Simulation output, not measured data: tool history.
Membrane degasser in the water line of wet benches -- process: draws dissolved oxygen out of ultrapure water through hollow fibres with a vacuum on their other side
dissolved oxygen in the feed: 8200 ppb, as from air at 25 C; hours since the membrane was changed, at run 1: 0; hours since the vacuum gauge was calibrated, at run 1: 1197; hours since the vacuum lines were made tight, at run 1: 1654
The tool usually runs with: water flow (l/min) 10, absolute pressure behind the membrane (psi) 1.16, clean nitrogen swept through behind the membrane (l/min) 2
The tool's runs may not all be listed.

run	hour	water flow (l/min)	absolute pressure behind the membrane (psi)	clean nitrogen swept through behind the membrane (l/min)	hours since the membrane was changed	hours since the vacuum gauge was calibrated	hours since the vacuum lines were made tight	dissolved oxygen in the water behind the degasser (ppb)	pressure that the water loses in the fibres (psi)
1	0	10	1.16	2	0	1197	1654	80.2	4.283
2	192	10	1.16	2	192	1389	1846	79.8	4.223
3	322.4	10	1.16	2	322	1520	1976	80.7	4.266
4	594.8	10	1.16	2	595	1792	2249	81.4	4.306
5	726.3	10	1.16	2	726	1924	2380	79.1	4.289
6	984	10	2.083	2	984	2181	2638	156.2	4.237
7	1259.7	6	1.16	2	1260	2457	2913	42.9	2.592
8	1519.4	6	1.16	2	1519	2717	3173	42.4	2.566
9	1741.3	6	1.16	2	1741	2939	3395	42.6	2.595
10	2028.2	6	1.16	5.18	2028	3226	3682	21.7	2.576
11	2215.9	6	1.16	5.18	2216	3413	3870	21.3	2.582
12	2460.1	6	1.16	5.18	2460	3657	4114	21.7	2.587
13	2725.5	10	1.16	2	2725	3923	4379	80.8	4.312
14	3027.8	10	1.16	2	3028	4225	4681	79.8	4.292
# hour 3049.4: vacuum gauge calibrated
15	3225.3	10	1.16	2	3225	176	4879	80.7	4.3
16	3459.5	10	1.16	2	3459	410	5113	80.2	4.26
# hour 3739.2: seals of the vacuum lines changed
17	3739.2	8	0.854	3.34	3737	688	0	29.8	3.434
18	4001.1	10	1.16	3.2	3999	950	262	59	4.338
19	4266.4	10	1.16	3.2	4264	1215	527	59.6	4.319
20	4477	10	1.16	3.2	4474	1426	738	58.8	4.305
21	4728.6	11	1.548	3.73	4726	1677	989	81.7	4.773
22	4991.7	9	1.198	3.58	4989	1940	1252	50.1	3.857
23	5120.8	12	1.582	1.27	5118	2069	1382	200.4	5.258
24	5261.8	10	1.862	5.57	5259	2210	1523	64.2	4.347
25	5434.4	10	0.759	2.32	5432	2383	1695	42.5	4.35
26	5723.8	10	0.759	2.32	5721	2672	1985	43.5	4.273
27	6004.6	9	0.759	1.29	6002	2953	2265	52.9	3.936
28	6201.2	9	2.106	1.07	6199	3150	2462	240.5	3.916
29	6354.1	9	2.106	1.07	6352	3303	2615	241.8	3.916
30	6617.9	10	1.134	3.85	6615	3566	2879	51	4.354
31	6790.7	7	1.134	1.95	6788	3739	3051	51.5	3.056

Consider 4 possible next runs. They are alternatives, not a sequence: every one starts from the tool as it was left by run 31. What does each give?
A	6985.9	12	1.134	1.95	6983	3934	3247	?	?
B	6985.9	10	2.013	0.97	6983	3934	3247	?	?
C	6985.9	10	1.268	2	6983	3934	3247	?	?
D	6985.9	12	1.134	3.75	6983	3934	3247	?	?

run	dissolved oxygen in the water behind the degasser (ppb)	pressure that the water loses in the fibres (psi)
A	99.6	5.176
B	275.7	4.357
C	89.9	4.374
D	67.8	5.249
The same runs, with their run-to-run variation unchanged, on a tool lacking any hidden condition would have given:
run	dissolved oxygen in the water behind the degasser (ppb)	pressure that the water loses in the fibres (psi)
A	99.4	5.055
B	275.5	4.254
C	89.7	4.271
D	67.6	5.127
